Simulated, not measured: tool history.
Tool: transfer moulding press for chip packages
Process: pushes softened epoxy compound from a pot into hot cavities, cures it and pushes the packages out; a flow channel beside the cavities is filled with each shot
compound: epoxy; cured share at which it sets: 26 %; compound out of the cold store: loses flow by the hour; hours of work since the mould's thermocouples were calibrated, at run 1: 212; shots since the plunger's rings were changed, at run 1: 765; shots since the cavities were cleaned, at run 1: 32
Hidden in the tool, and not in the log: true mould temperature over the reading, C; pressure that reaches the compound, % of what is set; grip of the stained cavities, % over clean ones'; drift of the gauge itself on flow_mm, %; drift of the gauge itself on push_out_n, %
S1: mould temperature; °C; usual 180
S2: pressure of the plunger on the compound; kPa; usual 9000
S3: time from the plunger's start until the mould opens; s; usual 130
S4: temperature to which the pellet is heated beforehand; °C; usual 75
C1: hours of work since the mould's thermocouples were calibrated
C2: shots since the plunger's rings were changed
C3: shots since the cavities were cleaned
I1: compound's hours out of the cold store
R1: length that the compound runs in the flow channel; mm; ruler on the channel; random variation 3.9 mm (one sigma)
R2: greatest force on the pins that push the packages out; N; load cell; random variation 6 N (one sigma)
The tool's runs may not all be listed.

{"run": 1, "hour": 0.0, "S1": 180, "S2": 9000, "S3": 130, "S4": 75, "C1": 212, "C2": 765, "C3": 32, "I1": 45.2, "R1": 839, "R2": 221}
{"run": 2, "hour": 11.0, "S1": 180, "S2": 9000, "S3": 130, "S4": 75, "C1": 218, "C2": 847, "C3": 114, "I1": 39.9, "R1": 857, "R2": 216}
{"run": 3, "hour": 18.9, "S1": 180, "S2": 9000, "S3": 130, "S4": 75, "C1": 222, "C2": 907, "C3": 174, "I1": 12.8, "R1": 978, "R2": 229}
{"run": 4, "hour": 25.0, "S1": 180, "S2": 7230, "S3": 130, "S4": 75, "C1": 225, "C2": 953, "C3": 220, "I1": 21.9, "R1": 837, "R2": 226}
{"run": 5, "hour": 32.1, "S1": 180, "S2": 7230, "S3": 130, "S4": 75, "C1": 229, "C2": 1007, "C3": 274, "I1": 44.8, "R1": 749, "R2": 220}
{"run": 6, "hour": 44.8, "S1": 180, "S2": 9000, "S3": 130, "S4": 73, "C1": 236, "C2": 1103, "C3": 370, "I1": 21.5, "R1": 943, "R2": 232}
{"run": 7, "hour": 53.7, "S1": 180, "S2": 9000, "S3": 130, "S4": 75, "C1": 241, "C2": 1170, "C3": 437, "I1": 16.8, "R1": 962, "R2": 229}
{"run": 8, "hour": 62.8, "S1": 180, "S2": 9000, "S3": 130, "S4": 75, "C1": 246, "C2": 1239, "C3": 506, "I1": 25.3, "R1": 913, "R2": 225}
{"run": 9, "hour": 74.7, "S1": 180, "S2": 9000, "S3": 130, "S4": 75, "C1": 252, "C2": 1328, "C3": 595, "I1": 32.8, "R1": 887, "R2": 217}
{"run": 10, "hour": 83.2, "S1": 180, "S2": 9000, "S3": 130, "S4": 75, "C1": 257, "C2": 1393, "C3": 660, "I1": 16.4, "R1": 959, "R2": 229}
{"run": 11, "hour": 95.0, "S1": 180, "S2": 9000, "S3": 130, "S4": 84, "C1": 263, "C2": 1481, "C3": 748, "I1": 35.8, "R1": 868, "R2": 218}
{"run": 12, "hour": 101.5, "S1": 180, "S2": 9000, "S3": 127, "S4": 75, "C1": 267, "C2": 1531, "C3": 798, "I1": 37.7, "R1": 861, "R2": 230}
{"run": 13, "hour": 109.6, "S1": 180, "S2": 9000, "S3": 130, "S4": 66, "C1": 271, "C2": 1592, "C3": 859, "I1": 31.9, "R1": 887, "R2": 227}
{"run": 14, "hour": 121.1, "S1": 180, "S2": 9000, "S3": 130, "S4": 75, "C1": 277, "C2": 1678, "C3": 945, "I1": 41.0, "R1": 844, "R2": 224}
{"run": 15, "hour": 127.6, "S1": 180, "S2": 9000, "S3": 161, "S4": 65, "C1": 281, "C2": 1728, "C3": 995, "I1": 43.0, "R1": 838, "R2": 203}
{"hour": 141.2, "done": "cavities cleaned with cleaning compound and waxed"}
{"run": 16, "hour": 141.3, "S1": 175, "S2": 8420, "S3": 120, "S4": 76, "C1": 288, "C2": 1819, "C3": 0, "I1": 21.3, "R1": 923, "R2": 363}
{"run": 17, "hour": 150.6, "S1": 176, "S2": 8420, "S3": 114, "S4": 69, "C1": 293, "C2": 1890, "C3": 71, "I1": 8.9, "R1": 974, "R2": 399}
{"run": 18, "hour": 160.4, "S1": 178, "S2": 8500, "S3": 114, "S4": 82, "C1": 298, "C2": 1963, "C3": 144, "I1": 26.7, "R1": 891, "R2": 312}
{"run": 19, "hour": 167.8, "S1": 178, "S2": 8500, "S3": 114, "S4": 82, "C1": 302, "C2": 2019, "C3": 200, "I1": 42.3, "R1": 830, "R2": 307}
{"run": 20, "hour": 178.7, "S1": 188, "S2": 8340, "S3": 130, "S4": 74, "C1": 308, "C2": 2101, "C3": 282, "I1": 36.2, "R1": 818, "R2": 200}
{"run": 21, "hour": 191.0, "S1": 188, "S2": 8340, "S3": 130, "S4": 74, "C1": 315, "C2": 2195, "C3": 376, "I1": 41.8, "R1": 798, "R2": 195}
{"run": 22, "hour": 203.4, "S1": 188, "S2": 8340, "S3": 130, "S4": 74, "C1": 321, "C2": 2288, "C3": 469, "I1": 16.6, "R1": 899, "R2": 187}
{"run": 23, "hour": 214.8, "S1": 188, "S2": 8340, "S3": 130, "S4": 74, "C1": 328, "C2": 2374, "C3": 555, "I1": 29.5, "R1": 841, "R2": 184}
{"run": 24, "hour": 226.2, "S1": 188, "S2": 8340, "S3": 130, "S4": 74, "C1": 334, "C2": 2460, "C3": 641, "I1": 43.7, "R1": 784, "R2": 193}
{"run": 25, "hour": 232.4, "S1": 188, "S2": 10790, "S3": 124, "S4": 80, "C1": 337, "C2": 2507, "C3": 688, "I1": 47.3, "R1": 883, "R2": 192}
{"run": 26, "hour": 237.9, "S1": 188, "S2": 10790, "S3": 124, "S4": 80, "C1": 340, "C2": 2549, "C3": 730, "I1": 25.2, "R1": 975, "R2": 192}
{"run": 27, "hour": 245.5, "S1": 174, "S2": 7230, "S3": 110, "S4": 80, "C1": 344, "C2": 2606, "C3": 787, "I1": 35.0, "R1": 799, "R2": 441}
{"hour": 249.6, "done": "plunger's sealing rings changed"}
{"run": 28, "hour": 256.0, "S1": 174, "S2": 6850, "S3": 165, "S4": 80, "C1": 349, "C2": 49, "C3": 848, "I1": 18.1, "R1": 853, "R2": 230}

Hidden state at the last listed run before each entry between runs and at the first one after, where it differs:
Between runs 15 and 16: cavities cleaned with cleaning compound and waxed (hour 141.2)
  pressure that reaches the compound, % of what is set: 99.92 -> 99.91; grip of the stained cavities, % over clean ones': 0.8 -> 0
Between runs 27 and 28: plunger's sealing rings changed (hour 249.6)
  pressure that reaches the compound, % of what is set: 99.88 -> 100

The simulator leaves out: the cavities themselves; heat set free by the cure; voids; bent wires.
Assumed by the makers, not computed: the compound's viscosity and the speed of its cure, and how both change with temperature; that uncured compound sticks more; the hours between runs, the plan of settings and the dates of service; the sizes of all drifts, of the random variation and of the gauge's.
